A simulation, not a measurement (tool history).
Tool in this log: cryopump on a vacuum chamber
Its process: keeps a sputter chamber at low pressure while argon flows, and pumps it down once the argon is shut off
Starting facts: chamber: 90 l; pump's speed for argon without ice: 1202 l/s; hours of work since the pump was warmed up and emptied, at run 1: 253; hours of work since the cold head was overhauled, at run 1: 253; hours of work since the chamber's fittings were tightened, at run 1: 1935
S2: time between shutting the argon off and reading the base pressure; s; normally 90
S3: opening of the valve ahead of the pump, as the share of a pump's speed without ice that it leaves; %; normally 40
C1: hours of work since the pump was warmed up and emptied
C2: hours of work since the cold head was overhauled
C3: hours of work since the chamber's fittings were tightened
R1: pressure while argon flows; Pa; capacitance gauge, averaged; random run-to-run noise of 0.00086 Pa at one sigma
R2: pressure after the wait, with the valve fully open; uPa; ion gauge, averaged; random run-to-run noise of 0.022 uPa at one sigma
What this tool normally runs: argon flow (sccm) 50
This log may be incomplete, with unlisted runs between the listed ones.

Run 1, hour 0.0: usual settings; C1 253; C2 253; C3 1935. Result: R1 0.1841 Pa, R2 2.05 uPa.
Run 2, hour 22.4: usual settings but S3 35 %; C1 262; C2 262; C3 1945. Result: R1 0.2092 Pa, R2 2.05 uPa.
Run 3, hour 45.0: usual settings but S3 35 %; C1 272; C2 272; C3 1954. Result: R1 0.2072 Pa, R2 2.11 uPa.
Run 4, hour 64.0: usual settings but S3 35 %; C1 280; C2 280; C3 1962. Result: R1 0.2093 Pa, R2 2.10 uPa.
Run 5, hour 89.8: usual settings but S3 35 %; C1 291; C2 291; C3 1973. Result: R1 0.2093 Pa, R2 2.08 uPa.
Run 6, hour 105.8: usual settings but argon flow (sccm) 81; C1 298; C2 298; C3 1980. Result: R1 0.3014 Pa, R2 2.12 uPa.
Run 7, hour 126.2: usual settings but S2 87 s; C1 306; C2 306; C3 1989. Result: R1 0.1864 Pa, R2 2.11 uPa.
Run 8, hour 142.8: usual settings but S2 87 s; C1 313; C2 313; C3 1996. Result: R1 0.1856 Pa, R2 2.16 uPa.
Run 9, hour 162.9: usual settings but argon flow (sccm) 96; C1 322; C2 322; C3 2004. Result: R1 0.3578 Pa, R2 2.22 uPa.
Run 10, hour 184.5: usual settings but argon flow (sccm) 96; C1 331; C2 331; C3 2013. Result: R1 0.3573 Pa, R2 2.15 uPa.
Run 11, hour 217.3: usual settings but argon flow (sccm) 96; C1 345; C2 345; C3 2027. Result: R1 0.3588 Pa, R2 2.17 uPa.
Run 12, hour 242.1: usual settings but argon flow (sccm) 83; C1 356; C2 356; C3 2038. Result: R1 0.3123 Pa, R2 2.26 uPa.
Run 13, hour 256.7: usual settings but argon flow (sccm) 83; C1 362; C2 362; C3 2044. Result: R1 0.3091 Pa, R2 2.25 uPa.
Run 14, hour 274.3: usual settings; C1 369; C2 369; C3 2052. Result: R1 0.1882 Pa, R2 2.23 uPa.
Run 15, hour 298.8: usual settings; C1 380; C2 380; C3 2062. Result: R1 0.1877 Pa, R2 2.27 uPa.
Run 16, hour 329.6: usual settings; C1 393; C2 393; C3 2075. Result: R1 0.1870 Pa, R2 2.27 uPa.
Run 17, hour 351.1: usual settings; C1 402; C2 402; C3 2084. Result: R1 0.1897 Pa, R2 2.32 uPa.
Run 18, hour 373.6: usual settings but argon flow (sccm) 45, S2 55 s, S3 31 %; C1 411; C2 411; C3 2094. Result: R1 0.2169 Pa, R2 2.48 uPa.
Run 19, hour 403.7: usual settings but argon flow (sccm) 84, S2 255 s; C1 424; C2 424; C3 2106. Result: R1 0.3192 Pa, R2 2.19 uPa.
Run 20, hour 423.4: usual settings but argon flow (sccm) 84, S2 255 s; C1 432; C2 432; C3 2115. Result: R1 0.3176 Pa, R2 2.16 uPa.
Run 21, hour 440.5: usual settings but argon flow (sccm) 64, S2 33 s, S3 35 %; C1 440; C2 440; C3 2122. Result: R1 0.2751 Pa, R2 2.93 uPa.
Run 22, hour 463.9: usual settings but argon flow (sccm) 46, S2 47 s, S3 37 %; C1 450; C2 450; C3 2132. Result: R1 0.1875 Pa, R2 2.76 uPa.
Run 23, hour 480.8: usual settings but argon flow (sccm) 22, S3 34 %; C1 457; C2 457; C3 2139. Result: R1 0.0979 Pa, R2 2.38 uPa.
Run 24, hour 504.6: usual settings but argon flow (sccm) 37, S2 28 s, S3 15 %; C1 467; C2 467; C3 2149. Result: R1 0.3564 Pa, R2 3.08 uPa.
Run 25, hour 522.1: usual settings but argon flow (sccm) 37, S2 28 s, S3 15 %; C1 474; C2 474; C3 2157. Result: R1 0.3593 Pa, R2 3.15 uPa.
Run 26, hour 538.7: usual settings but argon flow (sccm) 89, S2 21 s; C1 481; C2 481; C3 2164. Result: R1 0.3431 Pa, R2 3.55 uPa.
Run 27, hour 554.5: usual settings but argon flow (sccm) 78, S2 58 s, S3 21 %; C1 488; C2 488; C3 2170. Result: R1 0.5519 Pa, R2 2.64 uPa.
Run 28, hour 573.9: usual settings but argon flow (sccm) 28, S2 130 s, S3 15 %; C1 496; C2 496; C3 2178. Result: R1 0.2734 Pa, R2 2.38 uPa.

Estimate the outcome of run 29 from the log above:
Run 29, hour 588.2: usual settings but argon flow (sccm) 28, S2 130 s, S3 15 %; C1 502; C2 502; C3 2185. Result: R1 ?, R2 ?.

Logged for run 29: R1 0.2728 Pa, R2 2.37 uPa.
Without the tool's hidden state the same run would have given R1 0.2630 Pa, R2 0.47 uPa.

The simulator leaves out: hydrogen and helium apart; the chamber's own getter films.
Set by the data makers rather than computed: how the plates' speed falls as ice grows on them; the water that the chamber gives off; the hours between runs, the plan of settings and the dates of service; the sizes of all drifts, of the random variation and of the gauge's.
